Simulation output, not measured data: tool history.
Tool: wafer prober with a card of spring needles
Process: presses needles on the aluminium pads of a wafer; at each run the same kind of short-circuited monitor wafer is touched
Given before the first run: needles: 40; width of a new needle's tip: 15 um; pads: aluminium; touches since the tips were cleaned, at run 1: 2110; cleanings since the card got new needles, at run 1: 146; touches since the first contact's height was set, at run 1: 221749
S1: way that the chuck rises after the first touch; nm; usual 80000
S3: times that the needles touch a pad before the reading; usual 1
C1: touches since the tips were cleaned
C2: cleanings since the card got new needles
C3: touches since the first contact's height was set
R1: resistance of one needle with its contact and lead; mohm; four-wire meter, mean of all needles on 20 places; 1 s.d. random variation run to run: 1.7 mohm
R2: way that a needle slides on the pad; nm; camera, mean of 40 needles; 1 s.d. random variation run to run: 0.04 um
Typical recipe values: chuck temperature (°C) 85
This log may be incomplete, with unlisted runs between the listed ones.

Run 1, hour 0: usual settings; C1 2110; C2 146; C3 221749. Result: R1 179 mohm, R2 16520 nm.
At hour 11: tips cleaned on abrasive film.
At hour 25.7: tips cleaned on abrasive film.
Run 2, hour 39.1: usual settings; C1 6697; C2 148; C3 241150. Result: R1 176 mohm, R2 16530 nm.
At hour 42.9: tips cleaned on abrasive film.
At hour 46.8: height of the first contact set anew.
At hour 57.8: tips cleaned on abrasive film.
At hour 72.5: tips cleaned on abrasive film.
At hour 87.2: tips cleaned on abrasive film.
At hour 101.8: tips cleaned on abrasive film.
At hour 120.1: tips cleaned on abrasive film.
Run 3, hour 123.1: usual settings; C1 1485; C2 154; C3 37789. Result: R1 178 mohm, R2 16500 nm.
At hour 137.8: tips cleaned on abrasive film.
At hour 156.1: tips cleaned on abrasive film.
At hour 170.8: tips cleaned on abrasive film.
Run 4, hour 178.3: usual settings; C1 3776; C2 157; C3 65163. Result: R1 178 mohm, R2 16520 nm.
At hour 185.7: tips cleaned on abrasive film.
At hour 204: tips cleaned on abrasive film.
At hour 220.6: tips cleaned on abrasive film.
Run 5, hour 220.6: usual settings; C1 0; C2 160; C3 86072. Result: R1 181 mohm, R2 16480 nm.
At hour 238.9: tips cleaned on abrasive film.
At hour 253.5: tips cleaned on abrasive film.
At hour 265.5: card fitted with new needles.
At hour 283.9: tips cleaned on abrasive film.
At hour 298.5: tips cleaned on abrasive film.
At hour 313.2: tips cleaned on abrasive film.
Run 6, hour 314.6: usual settings; C1 725; C2 3; C3 24322. Result: R1 180 mohm, R2 16500 nm.
At hour 329.3: tips cleaned on abrasive film.
At hour 347.6: tips cleaned on abrasive film.
At hour 364.6: tips cleaned on abrasive film.
Run 7, hour 364.6: usual settings; C1 0; C2 6; C3 49083. Result: R1 177 mohm, R2 16530 nm.
At hour 382.9: tips cleaned on abrasive film.
At hour 401.2: tips cleaned on abrasive film.
At hour 415.9: tips cleaned on abrasive film.
Run 8, hour 422.3: usual settings; C1 3175; C2 9; C3 77670. Result: R1 174 mohm, R2 16390 nm.
At hour 433.3: tips cleaned on abrasive film.
At hour 448: tips cleaned on abrasive film.
At hour 466.3: tips cleaned on abrasive film.
At hour 480.9: tips cleaned on abrasive film.
Run 9, hour 487.9: usual settings; C1 3466; C2 13; C3 110180. Result: R1 178 mohm, R2 16390 nm.
At hour 498.9: tips cleaned on abrasive film.
At hour 517.2: tips cleaned on abrasive film.
At hour 531.9: tips cleaned on abrasive film.
At hour 546.5: tips cleaned on abrasive film.
Run 10, hour 556.4: usual settings; C1 4900; C2 17; C3 144123. Result: R1 180 mohm, R2 16400 nm.
At hour 563.8: tips cleaned on abrasive film.
At hour 578.4: tips cleaned on abrasive film.
At hour 593.1: tips cleaned on abrasive film.
At hour 607.8: tips cleaned on abrasive film.
At hour 626.1: tips cleaned on abrasive film.
Run 11, hour 635: usual settings but S3 3; C1 4434; C2 22; C3 183046. Result: R1 174 mohm, R2 16350 nm.
At hour 642.3: tips cleaned on abrasive film.
At hour 660.6: tips cleaned on abrasive film.
At hour 679: tips cleaned on abrasive film.
At hour 693.6: tips cleaned on abrasive film.
At hour 711.9: tips cleaned on abrasive film.
Run 12, hour 718.5: usual settings but S3 3; C1 3260; C2 27; C3 224423. Result: R1 177 mohm, R2 16320 nm.
At hour 729.5: tips cleaned on abrasive film.
At hour 744.2: tips cleaned on abrasive film.
At hour 758.8: tips cleaned on abrasive film.
At hour 759.1: height of the first contact set anew.
At hour 777.4: tips cleaned on abrasive film.
At hour 795.7: tips cleaned on abrasive film.
Run 13, hour 810: usual settings but S1 64000 nm, chuck temperature (°C) 77, S3 2; C1 7097; C2 32; C3 25249. Result: R1 180 mohm, R2 13030 nm.
At hour 813.7: tips cleaned on abrasive film.
At hour 832: tips cleaned on abrasive film.
At hour 850.3: tips cleaned on abrasive film.
At hour 868.6: tips cleaned on abrasive film.
At hour 883.3: tips cleaned on abrasive film.
At hour 898: tips cleaned on abrasive film.
Run 14, hour 899.3: usual settings but chuck temperature (°C) 34, S3 2; C1 659; C2 38; C3 69473. Result: R1 168 mohm, R2 16290 nm.
At hour 914: tips cleaned on abrasive film.
At hour 928.6: tips cleaned on abrasive film.
At hour 946.9: tips cleaned on abrasive film.
Run 15, hour 955.9: usual settings but S1 62000 nm, chuck temperature (°C) 54, S3 2; C1 4475; C2 41; C3 97546. Result: R1 178 mohm, R2 12660 nm.
At hour 963.3: tips cleaned on abrasive film.
At hour 978: tips cleaned on abrasive film.
At hour 992.6: tips cleaned on abrasive film.
At hour 1010.9: tips cleaned on abrasive film.
At hour 1025.6: tips cleaned on abrasive film.
At hour 1040.3: tips cleaned on abrasive film.
Run 16, hour 1046: usual settings but S1 62000 nm, chuck temperature (°C) 54, S3 2; C1 2857; C2 47; C3 142152. Result: R1 174 mohm, R2 12590 nm.
At hour 1057: tips cleaned on abrasive film.
At hour 1071.7: tips cleaned on abrasive film.
At hour 1086.4: tips cleaned on abrasive film.
At hour 1090: gauge calibrated.
At hour 1101: tips cleaned on abrasive film.
At hour 1115.7: tips cleaned on abrasive film.
At hour 1132.8: tips cleaned on abrasive film.
Run 17, hour 1132.8: usual settings but S1 90000 nm, chuck temperature (°C) 25, S3 2; C1 0; C2 53; C3 185116. Result: R1 160 mohm, R2 18700 nm.
At hour 1151.1: tips cleaned on abrasive film.
At hour 1165.8: tips cleaned on abrasive film.
At hour 1180.4: tips cleaned on abrasive film.
At hour 1195.1: tips cleaned on abrasive film.
Run 18, hour 1202.6: usual settings but S1 78000 nm, S3 2; C1 3736; C2 57; C3 219709. Result: R1 177 mohm, R2 16170 nm.
At hour 1209.9: tips cleaned on abrasive film.
At hour 1224.6: tips cleaned on abrasive film.
At hour 1239.3: tips cleaned on abrasive film.
At hour 1250.5: height of the first contact set anew.
At hour 1257.9: tips cleaned on abrasive film.
Run 19, hour 1260.4: usual settings but S1 78000 nm, S3 2; C1 1260; C2 61; C3 4891. Result: R1 175 mohm, R2 16060 nm.
At hour 1275.1: tips cleaned on abrasive film.
At hour 1289.7: tips cleaned on abrasive film.
At hour 1308.1: tips cleaned on abrasive film.
At hour 1326.4: tips cleaned on abrasive film.
At hour 1341: tips cleaned on abrasive film.
Run 20, hour 1348.1: usual settings but S1 69000 nm, S3 2; C1 3525; C2 66; C3 48350. Result: R1 180 mohm, R2 14220 nm.
At hour 1359.1: tips cleaned on abrasive film.
At hour 1377.4: tips cleaned on abrasive film.
At hour 1395.7: tips cleaned on abrasive film.
Run 21, hour 1396.3: usual settings but S1 95000 nm, chuck temperature (°C) 56; C1 259; C2 69; C3 72207. Result: R1 170 mohm, R2 19550 nm.
At hour 1410.9: tips cleaned on abrasive film.
At hour 1425.6: tips cleaned on abrasive film.
At hour 1440.3: tips cleaned on abrasive film.
At hour 1454.9: tips cleaned on abrasive film.
At hour 1469.6: tips cleaned on abrasive film.
Run 22, hour 1478.5: usual settings but S1 98000 nm, chuck temperature (°C) 32, S3 3; C1 4441; C2 74; C3 112956. Result: R1 166 mohm, R2 20140 nm.
At hour 1485.9: tips cleaned on abrasive film.
At hour 1500.6: tips cleaned on abrasive film.
At hour 1518.9: tips cleaned on abrasive film.
At hour 1533.5: tips cleaned on abrasive film.
Run 23, hour 1537.2: usual settings but S1 90000 nm, chuck temperature (°C) 36, S3 3; C1 1812; C2 78; C3 141996. Result: R1 165 mohm, R2 18520 nm.

Results for each run, recomputed without the tool's hidden state and with each run's random variation untouched:
Hidden conditions of the tool in this case: debris on the tips, nm; way that the needles fall short of the set height, um; tips' diameter, um; drift of the gauge itself on contact_mohm, %; drift of the gauge itself on scrub_um, %.
run     R2
  1  16520
  2  16550
  3  16540
  4  16580
  5  16550
  6  16600
  7  16640
  8  16520
  9  16540
 10  16580
 11  16550
 12  16550
 13  13230
 14  16570
 15  12890
 16  12840
 17  18720
 18  16210
 19  16120
 20  14290
 21  19660
 22  20300
 23  18690
R1: within 1 mohm of the measured result in every run.
